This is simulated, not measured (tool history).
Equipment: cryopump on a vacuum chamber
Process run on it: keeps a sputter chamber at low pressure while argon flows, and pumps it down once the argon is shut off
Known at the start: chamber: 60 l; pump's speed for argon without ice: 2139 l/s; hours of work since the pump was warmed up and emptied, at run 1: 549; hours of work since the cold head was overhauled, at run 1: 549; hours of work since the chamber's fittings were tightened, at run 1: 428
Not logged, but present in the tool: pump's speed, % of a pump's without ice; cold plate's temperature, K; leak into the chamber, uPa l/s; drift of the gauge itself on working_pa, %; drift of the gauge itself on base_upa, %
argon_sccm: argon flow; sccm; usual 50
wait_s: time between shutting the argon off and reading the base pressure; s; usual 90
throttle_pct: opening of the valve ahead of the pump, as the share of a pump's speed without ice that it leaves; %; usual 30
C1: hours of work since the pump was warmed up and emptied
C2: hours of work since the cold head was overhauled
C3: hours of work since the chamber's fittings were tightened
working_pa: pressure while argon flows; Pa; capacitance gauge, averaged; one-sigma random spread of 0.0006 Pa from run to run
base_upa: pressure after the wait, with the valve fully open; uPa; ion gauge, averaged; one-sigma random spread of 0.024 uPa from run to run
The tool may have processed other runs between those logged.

Run 1, hour 0.0: usual settings; C1 549; C2 549; C3 428. Result: working_pa 0.1359 Pa, base_upa 0.95 uPa.
Run 2, hour 30.5: usual settings but argon_sccm 49 sccm; C1 566; C2 566; C3 444. Result: working_pa 0.1327 Pa, base_upa 0.93 uPa.
Run 3, hour 69.4: usual settings but throttle_pct 40 %; C1 587; C2 587; C3 465. Result: working_pa 0.1024 Pa, base_upa 0.97 uPa.
Run 4, hour 106.8: usual settings but throttle_pct 40 %; C1 607; C2 607; C3 485. Result: working_pa 0.1030 Pa, base_upa 0.90 uPa.
Run 5, hour 127.7: usual settings but throttle_pct 40 %; C1 618; C2 618; C3 496. Result: working_pa 0.1027 Pa, base_upa 0.95 uPa.
Run 6, hour 158.6: usual settings but throttle_pct 40 %; C1 634; C2 634; C3 513. Result: working_pa 0.1028 Pa, base_upa 0.96 uPa.
Run 7, hour 184.8: usual settings but wait_s 99 s; C1 648; C2 648; C3 527. Result: working_pa 0.1360 Pa, base_upa 0.91 uPa.
Run 8, hour 206.1: usual settings but argon_sccm 49 sccm, wait_s 111 s; C1 660; C2 660; C3 538. Result: working_pa 0.1340 Pa, base_upa 0.82 uPa.
Run 9, hour 242.9: usual settings but argon_sccm 49 sccm, wait_s 68 s, throttle_pct 55 %; C1 679; C2 679; C3 558. Result: working_pa 0.0752 Pa, base_upa 1.16 uPa.
Run 10, hour 280.8: usual settings but argon_sccm 49 sccm, wait_s 68 s, throttle_pct 55 %; C1 700; C2 700; C3 578. Result: working_pa 0.0749 Pa, base_upa 1.23 uPa.
Run 11, hour 316.5: usual settings but argon_sccm 56 sccm, wait_s 78 s, throttle_pct 21 %; C1 719; C2 719; C3 597. Result: working_pa 0.2167 Pa, base_upa 1.06 uPa.
Run 12, hour 354.8: usual settings but argon_sccm 56 sccm, wait_s 78 s, throttle_pct 21 %; C1 739; C2 739; C3 617. Result: working_pa 0.2159 Pa, base_upa 1.06 uPa.
Run 13, hour 389.7: usual settings but throttle_pct 39 %; C1 758; C2 758; C3 636. Result: working_pa 0.1056 Pa, base_upa 1.00 uPa.

4 ways to go on from here, each from the tool as it stands after run 13. What would each give?
Run A, hour 411.5: usual settings but throttle_pct 27 %; C1 769; C2 769; C3 648. Result: working_pa ?, base_upa ?.
Run B, hour 411.5: usual settings but argon_sccm 45 sccm, wait_s 173 s, throttle_pct 60 %; C1 769; C2 769; C3 648. Result: working_pa ?, base_upa ?.
Run C, hour 411.5: usual settings but wait_s 22 s; C1 769; C2 769; C3 648. Result: working_pa ?, base_upa ?.
Run D, hour 411.5: usual settings but throttle_pct 53 %; C1 769; C2 769; C3 648. Result: working_pa ?, base_upa ?.

run  working_pa  base_upa
  A      0.1525      0.95
  B      0.0641      0.63
  C      0.1366      3.11
  D      0.0803      0.99
With the hidden condition removed and each run's random variation left untouched, the same runs would have given:
run  working_pa  base_upa
  A      0.1472      0.79
  B      0.0593      0.47
  C      0.1312      2.95
  D      0.0750      0.82

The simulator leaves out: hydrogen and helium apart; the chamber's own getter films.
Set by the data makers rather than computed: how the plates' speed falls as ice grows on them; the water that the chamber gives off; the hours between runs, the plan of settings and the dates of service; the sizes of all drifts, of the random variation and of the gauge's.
